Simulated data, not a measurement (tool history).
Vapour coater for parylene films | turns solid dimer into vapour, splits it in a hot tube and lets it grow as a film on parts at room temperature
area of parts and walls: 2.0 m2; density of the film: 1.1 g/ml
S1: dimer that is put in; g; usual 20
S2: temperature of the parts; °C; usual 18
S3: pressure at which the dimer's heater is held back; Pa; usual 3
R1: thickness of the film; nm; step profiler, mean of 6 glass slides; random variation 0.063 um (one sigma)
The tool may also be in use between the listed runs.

| run | hour | S1 | S2 | S3 | R1 |
|---|---|---|---|---|---|
| 1 | 0 | 20 | 18 | 3 | 6870 |
| 2 | 53.9 | 20 | 18 | 3 | 6780 |
| 3 | 82 | 20 | 18 | 3 | 6640 |
| 4 | 114.4 | 20 | 18 | 3 | 6680 |
| 5 | 149.8 | 20 | 18 | 3 | 6700 |
| 6 | 177.6 | 20 | 18 | 3 | 6570 |
| 7 | 203.3 | 20 | 18 | 6.09 | 5940 |
| 8 | 247.5 | 20 | 16 | 3 | 7070 |
| 9 | 282.4 | 20 | 16 | 3 | 7230 |
| 10 | 328.4 | 20 | 16 | 3 | 7120 |
| 11 | 373.1 | 20 | 16 | 3 | 6970 |
|  | 426.2 | trap's valve overhauled |
| 12 | 428.1 | 20 | 18 | 3.09 | 5820 |
| 13 | 471.6 | 20 | 18 | 8.06 | 4870 |
| 14 | 498.4 | 20 | 18 | 8.06 | 4870 |
| 15 | 544.7 | 20 | 18 | 8.06 | 4830 |
|  | 556.2 | trap's valve overhauled, once more |
| 16 | 578.7 | 20 | 18 | 3.25 | 7430 |
| 17 | 636.6 | 20 | 16 | 3 | 8120 |
| 18 | 667.3 | 20 | 16 | 3 | 8050 |
| 19 | 694.2 | 20 | 16 | 3 | 7980 |
| 20 | 734.5 | 20 | 16 | 3 | 7950 |
| 21 | 768.7 | 20 | 18 | 3 | 7390 |
| 22 | 799.5 | 20 | 25 | 4.15 | 5430 |
| 23 | 828.2 | 20 | 25 | 4.15 | 5420 |
| 24 | 860.8 | 27 | 25 | 7.63 | 6480 |
| 25 | 911.9 | 21 | 20 | 9.61 | 5820 |
| 26 | 937.3 | 21 | 21 | 9.61 | 5600 |
| 27 | 976.4 | 21 | 21 | 9.61 | 5500 |
| 28 | 1019.4 | 21 | 21 | 9.61 | 5560 |
| 29 | 1071.8 | 21 | 21 | 4.04 | 6430 |
| 30 | 1105.2 | 20 | 15 | 4.89 | 7390 |
| 31 | 1133.8 | 13 | 27 | 3.6 | 3240 |
| 32 | 1191.4 | 26 | 27 | 2.45 | 6900 |
| 33 | 1249.3 | 10 | 13 | 3.62 | 4150 |
| 34 | 1286.3 | 10 | 13 | 3.62 | 4150 |
| 35 | 1322.9 | 16 | 13 | 2.47 | 6620 |
| 36 | 1374.6 | 16 | 13 | 2.47 | 6680 |
| 37 | 1416.3 | 36 | 18 | 6.7 | 10860 |
| 38 | 1457.3 | 20 | 16 | 9.19 | 6180 |
| 39 | 1492.5 | 27 | 22 | 9.57 | 6580 |
| 40 | 1542.1 | 27 | 22 | 2.62 | 8320 |
| 41 | 1584.8 | 12 | 19 | 4.29 | 3710 |
| 42 | 1616.9 | 10 | 18 | 3 | 3480 |

Measured less the same run without the tool's hidden state. The same run-to-run variation is in both; the gauge's scatter may not be:
The hidden state here: vapour lost through the trap's worn valve, %; true temperature of the parts over the reading, C; drift of the gauge itself on film_um, %.
| run | R1 |
|---|---|
| 1 | -690 |
| 2 | -730 |
| 3 | -720 |
| 4 | -750 |
| 5 | -780 |
| 6 | -780 |
| 7 | -710 |
| 8 | -890 |
| 9 | -930 |
| 10 | -940 |
| 11 | -970 |
| 12 | -1620 |
| 13 | -1390 |
| 14 | -1390 |
| 15 | -1410 |
| 16 | +20 |
| 17 | -10 |
| 18 | -40 |
| 19 | -50 |
| 20 | -70 |
| 21 | -100 |
| 22 | -90 |
| 23 | -90 |
| 24 | -130 |
| 25 | -140 |
| 26 | -150 |
| 27 | -160 |
| 28 | -190 |
| 29 | -250 |
| 30 | -310 |
| 31 | -140 |
| 32 | -340 |
| 33 | -220 |
| 34 | -240 |
| 35 | -480 |
| 36 | -520 |
| 37 | -740 |
| 38 | -440 |
| 39 | -500 |
| 40 | -670 |
| 41 | -310 |
| 42 | -300 |
